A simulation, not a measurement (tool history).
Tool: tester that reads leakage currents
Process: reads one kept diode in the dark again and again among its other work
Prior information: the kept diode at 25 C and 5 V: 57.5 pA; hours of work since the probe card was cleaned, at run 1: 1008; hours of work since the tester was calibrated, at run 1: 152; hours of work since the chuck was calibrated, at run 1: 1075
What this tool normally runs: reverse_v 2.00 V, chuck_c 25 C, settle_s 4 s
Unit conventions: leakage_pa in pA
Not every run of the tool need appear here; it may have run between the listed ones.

| run | day | reverse_v | chuck_c | settle_s | hours of work since the probe card was cleaned | hours of work since the tester was calibrated | hours of work since the chuck was calibrated | leakage_pa |
|---|---|---|---|---|---|---|---|---|
| 1 | 0.000 | 2.00 | 25 | 4 | 1008 | 152 | 1075 | 40.55 |
| 2 | 1.004 | 2.00 | 25 | 4 | 1019 | 163 | 1087 | 40.91 |
|  | 1.346 | probe card cleaned and baked |
| 3 | 2.012 | 2.00 | 25 | 4 | 8 | 174 | 1097 | 38.19 |
| 4 | 2.992 | 2.00 | 25 | 4 | 19 | 185 | 1108 | 38.20 |
| 5 | 3.704 | 2.00 | 25 | 4 | 27 | 193 | 1116 | 38.08 |
| 6 | 4.679 | 1.19 | 25 | 4 | 39 | 204 | 1128 | 28.19 |
| 7 | 5.354 | 2.00 | 50 | 4 | 46 | 212 | 1135 | 204.47 |
| 8 | 6.075 | 5.47 | 25 | 4 | 55 | 220 | 1144 | 70.32 |
| 9 | 6.704 | 5.47 | 25 | 4 | 62 | 228 | 1151 | 70.38 |
| 10 | 7.721 | 5.47 | 25 | 4 | 74 | 239 | 1163 | 70.43 |
| 11 | 8.533 | 5.47 | 25 | 4 | 83 | 249 | 1172 | 70.42 |
| 12 | 9.300 | 5.47 | 25 | 4 | 92 | 258 | 1181 | 70.03 |
| 13 | 10.662 | 2.00 | 22 | 4 | 108 | 273 | 1197 | 31.16 |
| 14 | 11.246 | 2.74 | 25 | 4 | 114 | 280 | 1204 | 46.89 |
| 15 | 12.383 | 2.00 | 25 | 4 | 127 | 293 | 1217 | 39.04 |
| 16 | 13.171 | 2.00 | 25 | 4 | 137 | 302 | 1226 | 38.98 |
| 17 | 13.729 | 2.00 | 25 | 4 | 143 | 309 | 1232 | 39.19 |
| 18 | 14.450 | 2.00 | 39 | 4 | 151 | 317 | 1240 | 102.43 |
| 19 | 15.650 | 2.00 | 39 | 4 | 165 | 331 | 1254 | 102.58 |

Forecast run 20:
|  | 15.829 | tester calibrated |
| 20 | 16.438 | 1.86 | 39 | 4 | 173 | 7 | 1262 | ? |

{"run 20": {"leakage_pa": 98.09}}
Had the tool carried no hidden state, the very same run would have given leakage_pa 85.91 pA.
